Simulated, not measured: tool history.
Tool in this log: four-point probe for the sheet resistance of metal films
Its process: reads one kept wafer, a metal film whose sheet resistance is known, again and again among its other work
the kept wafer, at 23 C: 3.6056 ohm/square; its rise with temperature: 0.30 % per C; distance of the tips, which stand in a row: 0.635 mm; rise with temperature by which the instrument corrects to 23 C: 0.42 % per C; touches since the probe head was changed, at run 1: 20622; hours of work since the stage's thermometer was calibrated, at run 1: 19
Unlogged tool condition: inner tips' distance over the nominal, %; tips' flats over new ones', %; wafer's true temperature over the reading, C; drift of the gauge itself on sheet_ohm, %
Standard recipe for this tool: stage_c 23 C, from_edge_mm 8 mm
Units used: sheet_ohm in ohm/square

run	hour	stage_c	from_edge_mm	touches since the probe head was changed	hours of work since the stage's thermometer was calibrated	sheet_ohm
1	0	23	8	20622	19	3.618238
2	71.9	26	8	22330	69	3.605609
3	164.1	19	8	24519	134	3.635732
4	241.2	19	8	26348	188	3.635572
5	372.2	23	48	29459	280	3.605782
6	444.6	23	11	31178	331	3.612907
7	566.2	23	11	34064	416	3.612922
8	668.8	23	11	36501	488	3.611525
9	734.5	23	8	38060	534	3.617523
10	816.5	23	3	40008	591	3.689888
11	881.4	23	3	41550	637	3.691703
12	969.8	23	8	43649	699	3.618403
13	1102.3	23	3	46794	792	3.690503
14	1192.5	24	8	48935	855	3.613672
15	1274.3	24	8	50879	913	3.613545
16	1350	21	33	52676	966	3.614938
17	1484.2	21	33	55862	1060	3.614728
18	1579.9	22	54	58134	1127	3.610807
19	1662	22	54	60084	1185	3.610826
20	1780.7	22	54	62901	1268	3.609729
# hour 1838.9: stage's thermometer calibrated
21	1916.9	21	6	66125	55	3.635993
22	1987.9	25	5	67808	104	3.628525
23	2108.1	25	5	70663	189	3.628563
24	2239.8	19	49	73791	281	3.623701
25	2304.4	19	21	75324	327	3.625236
26	2400.3	19	15	77602	394	3.626118
27	2479.6	32	46	79483	449	3.569043
28	2542.1	27	4	80969	493	3.637512

Forecast each of these 5 alternatives for the next run:
A	2628.6	28	12	83022	554	?
B	2628.6	27	71	83022	554	?
C	2628.6	35	43	83022	554	?
D	2628.6	22	6	83022	554	?
E	2628.6	23	7	83022	554	?

run	sheet_ohm
A	3.590714
B	3.588488
C	3.555982
D	3.63189
E	3.623059
Without the tool's unlogged condition, the same runs would have read:
run	sheet_ohm
A	3.590266
B	3.58804
C	3.555538
D	3.631438
E	3.622607
